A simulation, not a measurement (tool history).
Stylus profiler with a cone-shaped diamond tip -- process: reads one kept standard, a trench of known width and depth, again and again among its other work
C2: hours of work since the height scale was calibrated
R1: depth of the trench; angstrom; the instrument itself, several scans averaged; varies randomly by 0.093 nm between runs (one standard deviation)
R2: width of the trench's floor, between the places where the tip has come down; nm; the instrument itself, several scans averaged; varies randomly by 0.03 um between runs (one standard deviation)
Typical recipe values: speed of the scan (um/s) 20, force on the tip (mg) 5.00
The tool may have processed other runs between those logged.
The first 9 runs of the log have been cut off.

{"run": 10, "hour": 241.8, "speed of the scan (um/s)": 35, "force on the tip (mg)": 5.0, "scans with this tip": 2427, "C2": 305, "R1": 2039.6, "R2": 18180}
{"run": 11, "hour": 274.4, "speed of the scan (um/s)": 20, "force on the tip (mg)": 11.41, "scans with this tip": 2633, "C2": 331, "R1": 2066.8, "R2": 18220}
{"run": 12, "hour": 292.2, "speed of the scan (um/s)": 20, "force on the tip (mg)": 7.67, "scans with this tip": 2745, "C2": 345, "R1": 2052.2, "R2": 18230}
{"run": 13, "hour": 309.6, "speed of the scan (um/s)": 74, "force on the tip (mg)": 7.67, "scans with this tip": 2854, "C2": 359, "R1": 2052.6, "R2": 18190}
{"run": 14, "hour": 324.5, "speed of the scan (um/s)": 20, "force on the tip (mg)": 5.0, "scans with this tip": 2948, "C2": 371, "R1": 2038.9, "R2": 18210}
{"run": 15, "hour": 340.6, "speed of the scan (um/s)": 20, "force on the tip (mg)": 5.0, "scans with this tip": 3049, "C2": 383, "R1": 2038.0, "R2": 18190}
{"run": 16, "hour": 360.3, "speed of the scan (um/s)": 20, "force on the tip (mg)": 5.0, "scans with this tip": 3174, "C2": 399, "R1": 2038.9, "R2": 18260}
{"run": 17, "hour": 374.8, "speed of the scan (um/s)": 20, "force on the tip (mg)": 5.0, "scans with this tip": 3265, "C2": 410, "R1": 2039.4, "R2": 18260}
{"run": 18, "hour": 401.9, "speed of the scan (um/s)": 20, "force on the tip (mg)": 5.0, "scans with this tip": 3435, "C2": 432, "R1": 2038.8, "R2": 18290}
{"run": 19, "hour": 426.0, "speed of the scan (um/s)": 20, "force on the tip (mg)": 5.0, "scans with this tip": 3588, "C2": 451, "R1": 2038.9, "R2": 18220}
{"run": 20, "hour": 441.1, "speed of the scan (um/s)": 66, "force on the tip (mg)": 4.22, "scans with this tip": 3682, "C2": 463, "R1": 2035.3, "R2": 18130}
{"run": 21, "hour": 460.2, "speed of the scan (um/s)": 66, "force on the tip (mg)": 4.22, "scans with this tip": 3803, "C2": 478, "R1": 2035.0, "R2": 18120}
{"run": 22, "hour": 478.2, "speed of the scan (um/s)": 66, "force on the tip (mg)": 4.22, "scans with this tip": 3916, "C2": 492, "R1": 2033.6, "R2": 18140}
{"run": 23, "hour": 504.8, "speed of the scan (um/s)": 66, "force on the tip (mg)": 4.22, "scans with this tip": 4084, "C2": 513, "R1": 2033.0, "R2": 18210}
{"run": 24, "hour": 525.2, "speed of the scan (um/s)": 8, "force on the tip (mg)": 7.82, "scans with this tip": 4212, "C2": 529, "R1": 2051.9, "R2": 18220}
{"run": 25, "hour": 545.6, "speed of the scan (um/s)": 20, "force on the tip (mg)": 12.03, "scans with this tip": 4341, "C2": 546, "R1": 2067.8, "R2": 18200}
{"run": 26, "hour": 561.5, "speed of the scan (um/s)": 20, "force on the tip (mg)": 12.03, "scans with this tip": 4441, "C2": 558, "R1": 2068.8, "R2": 18170}
{"run": 27, "hour": 592.5, "speed of the scan (um/s)": 32, "force on the tip (mg)": 1.96, "scans with this tip": 4636, "C2": 583, "R1": 2018.5, "R2": 18170}
{"run": 28, "hour": 615.4, "speed of the scan (um/s)": 32, "force on the tip (mg)": 1.96, "scans with this tip": 4780, "C2": 601, "R1": 2022.2, "R2": 18220}
{"run": 29, "hour": 641.7, "speed of the scan (um/s)": 20, "force on the tip (mg)": 2.52, "scans with this tip": 4946, "C2": 622, "R1": 2024.2, "R2": 18230}
{"run": 30, "hour": 664.6, "speed of the scan (um/s)": 26, "force on the tip (mg)": 3.34, "scans with this tip": 5090, "C2": 640, "R1": 2030.1, "R2": 18220}
{"run": 31, "hour": 692.2, "speed of the scan (um/s)": 20, "force on the tip (mg)": 2.83, "scans with this tip": 5264, "C2": 662, "R1": 2028.9, "R2": 18260}
{"run": 32, "hour": 714.4, "speed of the scan (um/s)": 20, "force on the tip (mg)": 2.83, "scans with this tip": 5404, "C2": 679, "R1": 2027.2, "R2": 18200}

Expected results for the next run?
{"run": 33, "hour": 740.8, "speed of the scan (um/s)": 38, "force on the tip (mg)": 14.0, "scans with this tip": 5570, "C2": 700, "R1": "?", "R2": "?"}

{"run 33": {"R1": 2077.1, "R2": 18260}}
Take away the tool's hidden state, keep the run-to-run variation as it was, and the same run would have given R1 2077.0 angstrom, R2 18260 nm.

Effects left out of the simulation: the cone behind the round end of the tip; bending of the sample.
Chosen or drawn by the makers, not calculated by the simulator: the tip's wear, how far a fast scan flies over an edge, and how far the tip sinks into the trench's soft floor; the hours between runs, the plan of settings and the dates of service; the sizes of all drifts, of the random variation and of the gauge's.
